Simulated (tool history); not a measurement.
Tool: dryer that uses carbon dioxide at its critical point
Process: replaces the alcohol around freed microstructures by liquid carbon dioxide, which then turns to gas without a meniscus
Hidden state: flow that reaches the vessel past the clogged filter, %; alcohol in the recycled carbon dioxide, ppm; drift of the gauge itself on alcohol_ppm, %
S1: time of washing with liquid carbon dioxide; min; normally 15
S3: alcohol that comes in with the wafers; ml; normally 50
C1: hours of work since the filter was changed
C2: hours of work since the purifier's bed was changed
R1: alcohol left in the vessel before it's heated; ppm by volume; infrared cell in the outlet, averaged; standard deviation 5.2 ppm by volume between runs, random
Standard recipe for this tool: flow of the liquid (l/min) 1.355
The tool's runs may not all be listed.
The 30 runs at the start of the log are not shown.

Run 31, hour 379.5: usual settings but S1 21 min, flow of the liquid (l/min) 1.55; C1 393; C2 355. Result: R1 140 ppm by volume.
Run 32, hour 387.1: usual settings but S1 14 min; C1 397; C2 359. Result: R1 364 ppm by volume.
Run 33, hour 396.5: usual settings but S1 17 min, flow of the liquid (l/min) 1.62, S3 44 ml; C1 402; C2 364. Result: R1 179 ppm by volume.
Run 34, hour 410.6: usual settings but flow of the liquid (l/min) 1.94, S3 31 ml; C1 409; C2 371. Result: R1 165 ppm by volume.
Run 35, hour 422.7: usual settings but flow of the liquid (l/min) 1.94, S3 31 ml; C1 415; C2 377. Result: R1 157 ppm by volume.
Run 36, hour 433.1: usual settings but flow of the liquid (l/min) 1.94, S3 31 ml; C1 421; C2 383. Result: R1 161 ppm by volume.
Run 37, hour 441.3: usual settings but S1 17 min, flow of the liquid (l/min) 1.82, S3 29 ml; C1 425; C2 387. Result: R1 168 ppm by volume.
Run 38, hour 458.5: usual settings but S1 17 min, flow of the liquid (l/min) 0.95, S3 52 ml; C1 434; C2 396. Result: R1 613 ppm by volume.
Run 39, hour 470.9: usual settings but S1 12 min, flow of the liquid (l/min) 2.16; C1 440; C2 402. Result: R1 209 ppm by volume.
Run 40, hour 479: usual settings but S1 12 min, flow of the liquid (l/min) 2.16, S3 36 ml; C1 445; C2 406. Result: R1 196 ppm by volume.
Run 41, hour 491: usual settings but S1 12 min, flow of the liquid (l/min) 2.16, S3 36 ml; C1 451; C2 413. Result: R1 202 ppm by volume.
Run 42, hour 499.4: usual settings but S1 12 min, flow of the liquid (l/min) 2.16, S3 36 ml; C1 455; C2 417. Result: R1 199 ppm by volume.
Run 43, hour 517.1: usual settings but S1 11 min, flow of the liquid (l/min) 1.54, S3 41 ml; C1 464; C2 426. Result: R1 470 ppm by volume.
Run 44, hour 526.2: usual settings but S1 12 min, flow of the liquid (l/min) 1.23, S3 30 ml; C1 469; C2 431. Result: R1 509 ppm by volume.
Run 45, hour 539: usual settings but S1 12 min, flow of the liquid (l/min) 1.23, S3 30 ml; C1 476; C2 438. Result: R1 526 ppm by volume.
Run 46, hour 553.9: usual settings but S1 12 min, flow of the liquid (l/min) 1.23, S3 30 ml; C1 483; C2 445. Result: R1 523 ppm by volume.

5 options for the next run, each taken on its own from the tool as it stands now. Forecast them:
Run A, hour 566.8: usual settings but S1 13 min, flow of the liquid (l/min) 1.23, S3 30 ml; C1 490; C2 452. Result: R1 ?.
Run B, hour 566.8: usual settings but S1 14 min, flow of the liquid (l/min) 1.23, S3 30 ml; C1 490; C2 452. Result: R1 ?.
Run C, hour 566.8: usual settings but S1 12 min, flow of the liquid (l/min) 1.23, S3 30 ml; C1 490; C2 452. Result: R1 ?.
Run D, hour 566.8: usual settings but S1 21 min; C1 490; C2 452. Result: R1 ?.
Run E, hour 566.8: usual settings but S1 20 min, flow of the liquid (l/min) 1.05, S3 98 ml; C1 490; C2 452. Result: R1 ?.

run   R1
  A  456
  B  392
  C  544
  D  206
  E  501
Without the tool's hidden state the same runs would have given:
run   R1
  A  169
  B  124
  C  223
  D   18
  E  165
